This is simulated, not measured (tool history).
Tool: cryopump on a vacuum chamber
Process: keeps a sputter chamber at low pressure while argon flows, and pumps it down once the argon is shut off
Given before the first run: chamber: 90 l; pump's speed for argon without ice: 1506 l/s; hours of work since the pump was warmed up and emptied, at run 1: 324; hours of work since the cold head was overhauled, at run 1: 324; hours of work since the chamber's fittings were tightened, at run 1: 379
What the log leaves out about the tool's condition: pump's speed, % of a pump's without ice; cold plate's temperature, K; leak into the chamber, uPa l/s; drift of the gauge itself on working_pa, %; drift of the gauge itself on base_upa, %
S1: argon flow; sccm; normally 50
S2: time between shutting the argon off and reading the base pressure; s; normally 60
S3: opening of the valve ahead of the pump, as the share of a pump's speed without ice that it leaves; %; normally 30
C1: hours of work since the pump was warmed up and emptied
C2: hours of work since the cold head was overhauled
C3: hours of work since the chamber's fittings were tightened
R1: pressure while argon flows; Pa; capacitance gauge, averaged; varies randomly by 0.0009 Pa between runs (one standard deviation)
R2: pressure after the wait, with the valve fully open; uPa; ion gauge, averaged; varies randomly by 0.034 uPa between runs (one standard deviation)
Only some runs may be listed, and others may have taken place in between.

run	hour	S1	S2	S3	C1	C2	C3	R1	R2
1	0	50	60	30	324	324	379	0.1904	2.67
2	15.3	50	60	38	334	334	390	0.1529	2.78
3	29.3	50	60	19	344	344	400	0.3008	2.62
4	39.6	50	60	37	351	351	407	0.156	2.87
5	53.3	50	60	30	361	361	416	0.1916	2.87
6	61.5	27	60	30	366	366	422	0.1028	2.85
7	69.5	27	60	30	372	372	428	0.1031	2.86
8	84.3	27	60	30	382	382	438	0.1027	2.84
9	96.2	50	137	30	391	391	446	0.1926	2
10	108	50	137	30	399	399	454	0.1925	2.05
11	118.7	50	60	20	406	406	462	0.2848	2.94
12	132.9	50	60	20	416	416	472	0.2867	2.97
13	142	66	28	42	422	422	478	0.183	4.84
14	155	46	28	33	431	431	487	0.1631	4.79
15	170.1	87	190	33	442	442	498	0.3059	1.9
16	183.2	50	27	16	451	451	507	0.3579	5.03
17	197.5	34	197	27	461	461	517	0.1455	1.91
18	210.3	34	197	27	470	470	525	0.1457	2.05
19	225	50	60	24	480	480	536	0.2397	3.28

What if the next run were any one of these 5? Each begins from the tool's condition after run 19:
A	240.6	64	60	58	491	491	546	?	?
B	240.6	40	78	24	491	491	546	?	?
C	240.6	75	60	30	491	491	546	?	?
D	240.6	65	173	18	491	491	546	?	?
E	240.6	99	99	18	491	491	546	?	?

run	R1	R2
A	0.1329	3.18
B	0.1916	2.73
C	0.2895	3.22
D	0.4162	2.14
E	0.6284	2.55
With the hidden condition removed and each run's random variation left untouched, the same runs would have given:
run	R1	R2
A	0.1244	1.83
B	0.1863	1.41
C	0.2796	1.84
D	0.4075	0.77
E	0.6154	1.19
